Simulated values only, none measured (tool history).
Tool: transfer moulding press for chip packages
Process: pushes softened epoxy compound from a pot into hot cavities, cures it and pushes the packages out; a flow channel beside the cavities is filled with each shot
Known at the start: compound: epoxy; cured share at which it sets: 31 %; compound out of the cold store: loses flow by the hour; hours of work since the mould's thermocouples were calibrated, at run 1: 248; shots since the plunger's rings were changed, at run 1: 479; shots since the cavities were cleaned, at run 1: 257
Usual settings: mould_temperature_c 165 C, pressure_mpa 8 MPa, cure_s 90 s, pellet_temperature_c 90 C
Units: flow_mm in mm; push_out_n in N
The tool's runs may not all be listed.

run,hour,mould_temperature_c,pressure_mpa,cure_s,pellet_temperature_c,hours of work since the mould's thermocouples were calibrated,shots since the plunger's rings were changed,shots since the cavities were cleaned,incoming compound's hours out of the cold store,flow_mm,push_out_n
1,0,165,8,90,90,248,479,257,45.5,706,284
2,16.7,165,7.64,90,90,259,672,450,31.9,745,302
3,24.5,165,7.64,90,90,264,762,540,46.2,688,286
4,40,165,7.64,90,90,274,941,719,18.9,799,295
5,48.8,165,7.64,90,90,279,1042,820,46.7,693,295
# hour 57.3: cavities cleaned with cleaning compound and waxed
6,61.9,165,8,90,90,287,1176,53,17.5,821,306
7,71.4,165,8,90,90,293,1287,164,40.7,728,295
8,82,165,8,90,89,299,1408,285,35.8,748,283
9,96.1,165,8,90,89,308,1572,449,14.3,837,297
10,107,168,8,90,95,315,1698,575,26.4,778,277

Forecast run 11:
11,119.5,158,7.29,119,85,323,1842,719,10.2,?,?

flow_mm: 830 mm
push_out_n: 294 N
Without the tool's hidden state the same run would have given flow_mm 830 mm, push_out_n 291 N.

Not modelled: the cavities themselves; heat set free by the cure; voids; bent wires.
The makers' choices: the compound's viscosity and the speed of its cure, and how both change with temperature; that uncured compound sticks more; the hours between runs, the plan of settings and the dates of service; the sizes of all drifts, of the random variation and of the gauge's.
